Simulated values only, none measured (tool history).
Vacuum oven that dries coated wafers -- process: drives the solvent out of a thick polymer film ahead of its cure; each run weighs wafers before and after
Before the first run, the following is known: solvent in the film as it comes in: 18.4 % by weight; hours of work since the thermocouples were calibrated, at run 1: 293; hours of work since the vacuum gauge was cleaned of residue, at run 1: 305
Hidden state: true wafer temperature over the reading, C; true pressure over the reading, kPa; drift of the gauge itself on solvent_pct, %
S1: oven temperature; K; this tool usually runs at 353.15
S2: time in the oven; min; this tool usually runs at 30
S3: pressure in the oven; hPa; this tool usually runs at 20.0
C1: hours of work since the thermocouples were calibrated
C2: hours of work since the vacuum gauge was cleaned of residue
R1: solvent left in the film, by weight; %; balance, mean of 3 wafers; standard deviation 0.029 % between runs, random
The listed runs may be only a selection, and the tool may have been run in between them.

run   hour      S1  S2    S3   C1   C2    R1
  1    0.0  353.15  30  20.0  293  305  1.23
  2    8.9  353.15  30  20.0  298  311  1.30
  3   18.2  353.15  30  20.0  304  317  1.33
  4   25.2  353.15  30  20.0  309  321  1.17
  5   35.9  353.15  30  20.0  315  328  1.25
  6   42.9  353.15  30  20.0  320  332  1.26
  7   50.8  353.15  30  20.0  325  337  1.27
  8   59.2  353.15  30  20.0  330  343  1.29
  9   68.0  353.15  30  20.0  336  348  1.28
 10   77.2  353.15  30  20.0  342  354  1.24
 11   85.0  353.15  30  20.0  347  359  1.21
 12   90.1  346.15  28  12.5  350  362  2.64
 13  101.5  345.15  29  32.1  357  369  3.53
 14  113.1  341.15  37  21.6  364  377  3.41
 15  121.6  361.15  30  10.0  370  382  0.33
 16  127.6  339.15  18  27.0  373  386  7.71
 17  134.1  358.15  30  20.0  378  390  0.78
 18  144.5  358.15  30  20.0  384  397  0.74
 19  151.5  361.15  32  20.0  389  401  0.50
 20  157.4  351.15  19  39.8  392  405  3.72

Run 21, settings as shown, results not yet in. Your forecast:
 21  166.1  357.15  19  39.8  398  410   ?

Logged for run 21: R1 2.16 %.
If the tool had no hidden condition, the same run with the same run-to-run variation would have returned R1 2.16 %.
